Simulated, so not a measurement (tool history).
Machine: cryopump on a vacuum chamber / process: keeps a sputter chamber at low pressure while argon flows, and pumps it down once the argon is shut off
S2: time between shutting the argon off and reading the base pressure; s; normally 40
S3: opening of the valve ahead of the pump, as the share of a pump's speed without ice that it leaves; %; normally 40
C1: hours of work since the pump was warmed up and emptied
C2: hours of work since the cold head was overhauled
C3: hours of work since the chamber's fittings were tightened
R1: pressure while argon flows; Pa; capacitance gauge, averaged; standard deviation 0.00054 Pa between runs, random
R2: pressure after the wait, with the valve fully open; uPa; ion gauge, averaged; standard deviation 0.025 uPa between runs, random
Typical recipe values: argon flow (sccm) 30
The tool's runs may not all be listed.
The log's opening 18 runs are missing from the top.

run 19 hour=728 | argon_flow_(sccm)=12 S2=40 S3=36 | C1=474 C2=2029 C3=1763 | R1=0.0261 R2=1.98
-- hour=760.3 pump warmed up, emptied and cooled again
run 20 hour=780.4 | argon_flow_(sccm)=12 S2=40 S3=36 | C1=14 C2=2062 C3=1796 | R1=0.0229 R2=1.72
run 21 hour=814.4 | argon_flow_(sccm)=33 S2=70 S3=32 | C1=38 C2=2086 C3=1820 | R1=0.0728 R2=1.35
run 22 hour=858.2 | argon_flow_(sccm)=33 S2=70 S3=32 | C1=69 C2=2117 C3=1851 | R1=0.0748 R2=1.32
run 23 hour=912.3 | argon_flow_(sccm)=33 S2=21 S3=17 | C1=107 C2=2155 C3=1889 | R1=0.1395 R2=2.62
run 24 hour=947.5 | argon_flow_(sccm)=33 S2=21 S3=28 | C1=132 C2=2180 C3=1914 | R1=0.0866 R2=2.64
run 25 hour=1000.6 | argon_flow_(sccm)=33 S2=21 S3=28 | C1=170 C2=2218 C3=1951 | R1=0.0861 R2=2.7
run 26 hour=1040 | argon_flow_(sccm)=50 S2=21 S3=28 | C1=197 C2=2245 C3=1979 | R1=0.1317 R2=2.62
run 27 hour=1089.3 | argon_flow_(sccm)=39 S2=106 S3=54 | C1=232 C2=2280 C3=2014 | R1=0.0555 R2=1.32
run 28 hour=1125.6 | argon_flow_(sccm)=30 S2=130 S3=26 | C1=258 C2=2306 C3=2040 | R1=0.0861 R2=1.3
run 29 hour=1180.5 | argon_flow_(sccm)=30 S2=36 S3=25 | C1=296 C2=2345 C3=2078 | R1=0.09 R2=2.12
run 30 hour=1209.2 | argon_flow_(sccm)=30 S2=36 S3=25 | C1=317 C2=2365 C3=2099 | R1=0.0909 R2=2.11
run 31 hour=1261.1 | argon_flow_(sccm)=30 S2=36 S3=25 | C1=353 C2=2401 C3=2135 | R1=0.0906 R2=2.16
run 32 hour=1293.3 | argon_flow_(sccm)=30 S2=181 S3=40 | C1=376 C2=2424 C3=2158 | R1=0.0595 R2=1.42
run 33 hour=1317.5 | argon_flow_(sccm)=34 S2=40 S3=55 | C1=393 C2=2441 C3=2175 | R1=0.0518 R2=2.12
run 34 hour=1342.5 | argon_flow_(sccm)=32 S2=36 S3=42 | C1=411 C2=2459 C3=2192 | R1=0.0616 R2=2.25

Forecast each of these 4 alternatives for the next run:
run A hour=1381.4 | argon_flow_(sccm)=30 S2=21 S3=15 | C1=438 C2=2486 C3=2220 | R1=? R2=?
run B hour=1381.4 | argon_flow_(sccm)=30 S2=40 S3=25 | C1=438 C2=2486 C3=2220 | R1=? R2=?
run C hour=1381.4 | argon_flow_(sccm)=13 S2=50 S3=18 | C1=438 C2=2486 C3=2220 | R1=? R2=?
run D hour=1381.4 | argon_flow_(sccm)=15 S2=84 S3=42 | C1=438 C2=2486 C3=2220 | R1=? R2=?

run=A R1=0.1483 R2=3
run=B R1=0.0925 R2=2.13
run=C R1=0.0544 R2=2.02
run=D R1=0.0298 R2=1.73
With no hidden state in the tool, these same runs would have given:
run=A R1=0.1404 R2=1.86
run=B R1=0.0846 R2=1
run=C R1=0.051 R2=0.86
run=D R1=0.0258 R2=0.59
